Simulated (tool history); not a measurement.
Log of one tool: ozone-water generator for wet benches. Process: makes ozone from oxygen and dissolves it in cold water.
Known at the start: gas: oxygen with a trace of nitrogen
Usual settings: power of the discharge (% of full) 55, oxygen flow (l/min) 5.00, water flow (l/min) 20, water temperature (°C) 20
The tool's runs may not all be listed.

run    hour  power of the discharge (% of full)  oxygen flow (l/min)  water flow (l/min)  water temperature (°C)  dissolved ozone (ppm)  ozone in the gas ahead of the water (g/m3)
  1     0.0                                  55                 5.00                  20                      20                   13.1                                       129.6
  2    37.1                                  55                 5.00                  20                      20                   13.2                                       129.2
  3    73.6                                  55                 5.00                  20                      20                   13.1                                       130.3
  4   146.5                                  55                 5.00                  23                      20                   11.9                                       130.3
  5   192.4                                  55                 5.00                  23                      20                   11.7                                       130.4
  6   226.4                                  55                 5.00                  23                      20                   11.6                                       129.3
  7   258.2                                  55                 5.00                  23                      20                   11.8                                       129.6
  8   316.2                                  55                 5.00                  23                      20                   11.5                                       129.6
      337.2  -- water thermometer calibrated
  9   377.7                                  55                 3.06                  20                      20                   11.0                                       149.9
 10   451.5                                  55                 3.06                  20                      20                   11.0                                       147.4
 11   504.9                                  55                 3.06                  20                      20                   11.2                                       149.6
 12   567.1                                  55                 3.06                  20                      20                   11.2                                       149.3
 13   619.1                                  55                 5.00                  20                      20                   12.9                                       127.8
 14   679.4                                  55                 5.00                  20                      20                   12.8                                       128.7
      690.1  -- contactor cleaned
 15   716.9                                  55                 5.00                  20                      20                   12.5                                       127.7
 16   766.4                                  55                 5.00                  20                      20                   12.9                                       128.3
 17   824.8                                  55                 5.00                  20                      20                   12.8                                       128.7
      875.0  -- contactor cleaned, once more
 18   886.0                                  55                 5.00                  20                      20                   13.1                                       125.0
 19   941.7                                  55                 2.99                  21                      25                   10.1                                       149.0
 20  1010.4                                  55                 2.99                  21                      25                   10.1                                       149.7
 21  1061.1                                  55                 2.99                  21                      25                   10.0                                       147.3
 22  1105.8                                  55                 7.99                  12                      20                   19.1                                       109.0

Forecast run 23:
 23  1160.0                                  50                 7.99                  14                      14                      ?                                           ?

Run 23 gave dissolved ozone (ppm) 18.8, ozone in the gas ahead of the water (g/m3) 105.2.
Without the tool's hidden state the same run would have given dissolved ozone (ppm) 20.0, ozone in the gas ahead of the water (g/m3) 110.9.
